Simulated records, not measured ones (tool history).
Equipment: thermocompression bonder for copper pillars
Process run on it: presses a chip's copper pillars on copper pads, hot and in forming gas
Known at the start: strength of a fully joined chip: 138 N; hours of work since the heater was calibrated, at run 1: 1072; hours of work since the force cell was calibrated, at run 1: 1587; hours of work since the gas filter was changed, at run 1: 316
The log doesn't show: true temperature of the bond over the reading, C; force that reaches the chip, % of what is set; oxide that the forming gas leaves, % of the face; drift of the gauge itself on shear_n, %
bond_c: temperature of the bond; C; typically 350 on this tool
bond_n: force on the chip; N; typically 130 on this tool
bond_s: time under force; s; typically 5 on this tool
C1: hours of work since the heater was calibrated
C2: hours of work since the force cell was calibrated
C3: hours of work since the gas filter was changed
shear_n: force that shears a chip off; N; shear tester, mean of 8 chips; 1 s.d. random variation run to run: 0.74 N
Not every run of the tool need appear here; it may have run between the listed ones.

Run 1, hour 0: usual settings; C1 1072; C2 1587; C3 316. Result: shear_n 54.6 N.
At hour 36.6: forming gas filter changed.
Run 2, hour 77.4: usual settings; C1 1126; C2 1641; C3 29. Result: shear_n 55.4 N.
Run 3, hour 153.8: usual settings but bond_n 176 N; C1 1180; C2 1695; C3 83. Result: shear_n 68.8 N.
At hour 192.3: heater calibrated with a thermocouple chip.
Run 4, hour 194: usual settings but bond_n 176 N; C1 1; C2 1722; C3 110. Result: shear_n 68.1 N.
Run 5, hour 249: usual settings but bond_n 176 N; C1 40; C2 1761; C3 149. Result: shear_n 69.8 N.
Run 6, hour 293: usual settings but bond_n 176 N; C1 71; C2 1792; C3 180. Result: shear_n 69 N.
Run 7, hour 368.2: usual settings but bond_n 176 N; C1 124; C2 1845; C3 233. Result: shear_n 69.7 N.
Run 8, hour 429.7: usual settings but bond_n 150 N; C1 168; C2 1888; C3 276. Result: shear_n 60.6 N.
Run 9, hour 477.1: usual settings but bond_n 150 N; C1 201; C2 1922; C3 310. Result: shear_n 60.3 N.
At hour 517.5: forming gas filter changed.
Run 10, hour 532.4: usual settings but bond_n 180 N; C1 240; C2 1960; C3 11. Result: shear_n 70.5 N.
At hour 559: force cell calibrated.
Run 11, hour 622: usual settings but bond_n 180 N; C1 302; C2 44; C3 73. Result: shear_n 72.3 N.
Run 12, hour 683.5: usual settings but bond_s 14 s; C1 345; C2 88; C3 116. Result: shear_n 78.1 N.
Run 13, hour 749.9: usual settings but bond_c 360 C; C1 392; C2 135; C3 163. Result: shear_n 59.4 N.
Run 14, hour 811.2: usual settings but bond_c 360 C; C1 436; C2 178; C3 206. Result: shear_n 59 N.
Run 15, hour 897.9: usual settings but bond_c 323 C; C1 497; C2 239; C3 268. Result: shear_n 43.6 N.
Run 16, hour 964.5: usual settings but bond_c 323 C; C1 544; C2 286; C3 315. Result: shear_n 42.1 N.
At hour 999.2: forming gas filter changed.
Run 17, hour 1055.4: usual settings but bond_s 10 s; C1 608; C2 350; C3 40. Result: shear_n 69.6 N.
Run 18, hour 1118.7: usual settings but bond_n 78 N; C1 652; C2 395; C3 84. Result: shear_n 33.5 N.
Run 19, hour 1199.7: usual settings but bond_n 78 N; C1 710; C2 452; C3 142. Result: shear_n 33.8 N.
Run 20, hour 1278.4: usual settings but bond_c 351 C, bond_n 78 N; C1 765; C2 508; C3 197. Result: shear_n 34 N.
Run 21, hour 1363.4: usual settings but bond_c 351 C, bond_n 78 N; C1 825; C2 568; C3 257. Result: shear_n 34.5 N.
Run 22, hour 1445.9: usual settings but bond_c 351 C, bond_n 97 N, bond_s 9 s; C1 883; C2 626; C3 315. Result: shear_n 52.7 N.
At hour 1482.5: forming gas filter changed.
Run 23, hour 1522.5: usual settings but bond_c 363 C, bond_n 129 N, bond_s 9 s; C1 937; C2 680; C3 28. Result: shear_n 74.3 N.
Run 24, hour 1604: usual settings but bond_c 363 C, bond_n 183 N, bond_s 9 s; C1 995; C2 737; C3 86. Result: shear_n 91.6 N.
Run 25, hour 1652.7: usual settings but bond_c 377 C, bond_n 127 N, bond_s 6 s; C1 1029; C2 772; C3 120. Result: shear_n 69.9 N.
Run 26, hour 1717.6: usual settings but bond_c 377 C, bond_n 127 N, bond_s 6 s; C1 1075; C2 817; C3 166. Result: shear_n 70.3 N.
Run 27, hour 1770.5: usual settings but bond_n 109 N, bond_s 10 s; C1 1112; C2 855; C3 203. Result: shear_n 60.9 N.
Run 28, hour 1814.1: usual settings but bond_n 109 N, bond_s 10 s; C1 1143; C2 886; C3 234. Result: shear_n 61.2 N.
Run 29, hour 1863.4: usual settings but bond_c 364 C, bond_n 141 N, bond_s 6 s; C1 1178; C2 920; C3 269. Result: shear_n 68.8 N.
At hour 1908.6: heater calibrated with a thermocouple chip.
Run 30, hour 1919.3: usual settings but bond_c 364 C, bond_n 141 N, bond_s 6 s; C1 8; C2 958; C3 307. Result: shear_n 69.3 N.
At hour 1964.8: forming gas filter changed.
Run 31, hour 2010.3: usual settings but bond_n 178 N; C1 71; C2 1022; C3 32. Result: shear_n 69.6 N.
Run 32, hour 2090: usual settings but bond_c 374 C, bond_n 125 N, bond_s 13 s; C1 128; C2 1079; C3 88. Result: shear_n 87 N.
Run 33, hour 2138.5: usual settings but bond_c 340 C, bond_n 103 N, bond_s 4 s; C1 162; C2 1113; C3 123. Result: shear_n 36.8 N.
Run 34, hour 2177.2: usual settings but bond_c 357 C, bond_n 124 N, bond_s 4 s; C1 189; C2 1140; C3 150. Result: shear_n 49.3 N.
Run 35, hour 2214.9: usual settings but bond_c 348 C, bond_n 124 N, bond_s 4 s; C1 216; C2 1167; C3 177. Result: shear_n 46.1 N.
Run 36, hour 2303.6: usual settings but bond_c 348 C, bond_n 124 N, bond_s 4 s; C1 279; C2 1229; C3 239. Result: shear_n 47.3 N.
Run 37, hour 2341.2: usual settings but bond_c 379 C, bond_n 103 N; C1 305; C2 1256; C3 266. Result: shear_n 55.1 N.
Run 38, hour 2414.9: usual settings but bond_c 320 C, bond_s 4 s; C1 357; C2 1308; C3 318. Result: shear_n 37.6 N.

Consider 5 possible next runs. They are alternatives, not a sequence: every one starts from the tool as it was left by run 38. What does each give?
At hour 2442.8: forming gas filter changed.
Run A, hour 2487.1: usual settings but bond_c 374 C, bond_n 129 N, bond_s 6 s; C1 408; C2 1359; C3 31. Result: shear_n ?.
At hour 2442.8: forming gas filter changed.
Run B, hour 2487.1: usual settings but bond_c 345 C, bond_n 168 N, bond_s 11 s; C1 408; C2 1359; C3 31. Result: shear_n ?.
At hour 2442.8: forming gas filter changed.
Run C, hour 2487.1: usual settings but bond_c 372 C; C1 408; C2 1359; C3 31. Result: shear_n ?.
At hour 2442.8: forming gas filter changed.
Run D, hour 2487.1: usual settings but bond_c 326 C, bond_s 15 s; C1 408; C2 1359; C3 31. Result: shear_n ?.
At hour 2442.8: forming gas filter changed.
Run E, hour 2487.1: usual settings but bond_c 374 C, bond_n 96 N, bond_s 3 s; C1 408; C2 1359; C3 31. Result: shear_n ?.

run  shear_n
  A     70.6
  B     85.1
  C     64.8
  D     66.7
  E     41.6
Without the tool's unlogged condition, the same runs would have read:
run  shear_n
  A     70.7
  B     85.2
  C     64.8
  D     66.7
  E     41.6

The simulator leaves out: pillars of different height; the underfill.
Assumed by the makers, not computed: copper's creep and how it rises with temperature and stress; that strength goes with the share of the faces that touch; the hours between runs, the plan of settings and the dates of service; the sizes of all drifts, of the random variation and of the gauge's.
